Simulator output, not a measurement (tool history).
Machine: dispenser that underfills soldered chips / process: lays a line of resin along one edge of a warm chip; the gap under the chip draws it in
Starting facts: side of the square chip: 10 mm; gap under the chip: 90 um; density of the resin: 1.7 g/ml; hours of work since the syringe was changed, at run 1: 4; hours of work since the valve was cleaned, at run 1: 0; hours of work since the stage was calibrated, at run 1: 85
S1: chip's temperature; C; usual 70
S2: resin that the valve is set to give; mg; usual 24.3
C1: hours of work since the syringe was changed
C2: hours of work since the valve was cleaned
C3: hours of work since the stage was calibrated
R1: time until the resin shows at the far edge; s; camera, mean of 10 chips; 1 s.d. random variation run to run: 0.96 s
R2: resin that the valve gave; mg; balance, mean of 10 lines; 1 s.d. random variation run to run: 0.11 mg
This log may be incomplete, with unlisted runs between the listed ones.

run    day  S1    S2  C1  C2   C3     R1     R2
  1  0.000  70  24.3   4   0   85  119.7  24.38
  2  0.096  70  24.3   5   2   87  131.1  24.26
     0.242  -- new syringe of resin
  3  0.246  70  24.3   0   4   89   90.1  24.32
  4  0.338  70  24.3   1   5   90   99.7  24.19
  5  0.421  70  24.3   3   6   91  109.0  24.20
  6  0.583  70  24.3   5   9   94  128.6  24.33
     0.729  -- new syringe of resin
  7  0.758  70  24.3   0  11   96   93.0  24.14
  8  0.875  70  24.3   2  13   98  106.1  24.25
  9  1.017  70  24.3   4  15  100  123.2  24.19
 10  1.108  66  24.3   6  16  101  160.5  23.88
     1.204  -- new syringe of resin
 11  1.288  70  21.6   1  19  104  103.0  21.27
 12  1.450  70  24.3   4  21  106  121.5  24.07
 13  1.538  70  24.3   5  23  108  130.4  23.84
 14  1.654  70  24.3   7  24  110  148.1  23.96
     1.692  -- new syringe of resin
 15  1.838  70  24.3   2  27  112  104.4  23.80
 16  2.012  82  27.9   5  30  115   76.1  27.29
 17  2.100  63  21.6   6  31  116  195.8  21.20
     2.167  -- new syringe of resin
 18  2.292  63  21.6   2  34  119  142.0  20.87
 19  2.488  56  27.2   5  37  122  235.3  26.40
     2.638  -- new syringe of resin
 20  2.654  56  27.2   0  39  124  174.5  26.39
 21  2.788  75  23.0   2  41  126   87.1  22.28
 22  2.938  56  22.1   5  43  128  241.2  21.39
     3.108  -- new syringe of resin
 23  3.150  67  24.3   1  46  131  110.5  23.72
 24  3.325  67  24.3   3  49  134  131.7  23.39
 25  3.475  67  24.3   6  51  136  155.2  23.47
     3.592  -- new syringe of resin
 26  3.642  73  21.4   1  53  138   86.8  20.65
 27  3.817  61  23.2   3  56  141  175.2  22.14

Below are 5 alternative next runs, each starting from the tool's condition after run 27. Predict each:
  A  4.021  67  25.1   6  59  144   ?   ?
  B  4.021  58  22.3   6  59  144   ?   ?
  C  4.021  56  22.3   6  59  144   ?   ?
  D  4.021  64  24.2   6  59  144   ?   ?
  E  4.021  68  24.6   6  59  144   ?   ?

run     R1     R2
  A  161.7  24.05
  B  246.4  21.33
  C  269.6  21.24
  D  189.4  23.13
  E  155.1  23.43
The same runs, with their run-to-run variation unchanged, on a tool lacking any hidden condition would have given:
run     R1     R2
  A  103.3  25.11
  B  156.6  22.27
  C  171.5  22.17
  D  121.0  24.16
  E   99.1  24.46

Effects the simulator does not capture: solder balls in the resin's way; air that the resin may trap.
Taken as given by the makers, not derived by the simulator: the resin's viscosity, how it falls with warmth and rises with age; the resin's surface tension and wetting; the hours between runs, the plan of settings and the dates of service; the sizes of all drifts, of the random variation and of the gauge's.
